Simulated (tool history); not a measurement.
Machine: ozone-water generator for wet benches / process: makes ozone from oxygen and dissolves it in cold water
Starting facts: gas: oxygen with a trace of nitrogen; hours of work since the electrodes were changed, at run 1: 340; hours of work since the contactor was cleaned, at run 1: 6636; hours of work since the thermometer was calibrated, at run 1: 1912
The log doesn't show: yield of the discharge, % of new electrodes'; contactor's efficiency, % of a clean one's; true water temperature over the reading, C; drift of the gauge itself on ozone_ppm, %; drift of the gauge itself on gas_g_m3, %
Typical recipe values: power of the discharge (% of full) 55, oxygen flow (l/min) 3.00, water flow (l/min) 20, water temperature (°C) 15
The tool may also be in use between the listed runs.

run,day,power of the discharge (% of full),oxygen flow (l/min),water flow (l/min),water temperature (°C),hours of work since the electrodes were changed,hours of work since the contactor was cleaned,hours of work since the thermometer was calibrated,dissolved ozone (ppm),ozone in the gas ahead of the water (g/m3)
1,0.000,55,3.00,20,15,340,6636,1912,13.9,202.6
2,2.662,55,3.00,20,11,379,6675,1951,14.5,202.6
3,4.721,55,4.06,20,11,409,6705,1982,14.6,167.3
4,7.533,55,4.06,20,11,450,6746,2023,14.8,169.2
5,10.292,55,3.00,20,15,491,6787,2064,13.8,203.3
6,11.933,55,4.18,20,15,515,6811,2088,14.2,165.3
# day 12.442: contactor cleaned
7,13.896,55,4.18,20,15,542,21,2114,13.9,165.3
8,16.812,55,3.00,20,15,584,64,2157,13.8,203.5
9,18.604,55,3.00,20,15,611,91,2183,13.8,202.4
10,21.838,55,3.00,20,15,658,138,2231,13.7,204.2
11,24.346,55,3.00,20,15,695,175,2268,13.8,204.1
12,27.496,92,2.78,20,19,741,221,2314,18.9,304.8
13,31.175,55,2.88,20,7,796,275,2368,14.7,207.8
14,33.917,55,2.55,26,7,836,316,2408,10.8,224.6
15,37.488,51,2.70,20,15,888,368,2461,12.8,207.1
16,40.254,51,2.70,20,18,929,409,2502,12.6,208.0
17,43.629,51,2.70,20,12,979,459,2551,13.3,207.9
18,45.788,51,2.70,20,12,1010,490,2583,13.3,208.2
19,49.062,83,2.66,20,15,1059,538,2631,18.1,293.4
20,50.821,52,3.91,14,11,1084,564,2657,19.4,170.1
21,54.567,55,3.00,24,15,1139,619,2712,11.4,206.2

Consider 5 possible next runs. They are alternatives, not a sequence: every one starts from the tool as it was left by run 21. What does each give?
A,57.712,98,3.00,24,16,1186,666,2758,?,?
B,57.712,62,3.00,20,15,1186,666,2758,?,?
C,57.712,55,3.00,20,12,1186,666,2758,?,?
D,57.712,59,5.04,20,15,1186,666,2758,?,?
E,57.712,55,3.00,20,9,1186,666,2758,?,?

run,dissolved ozone (ppm),ozone in the gas ahead of the water (g/m3)
A,16.8,308.7
B,15.1,225.1
C,14.1,205.5
D,14.6,157.3
E,14.7,206.4
Had the tool no hidden state, the same runs would have come out as:
run,dissolved ozone (ppm),ozone in the gas ahead of the water (g/m3)
A,16.9,300.6
B,15.1,219.3
C,14.1,200.1
D,14.6,153.2
E,14.7,201.0
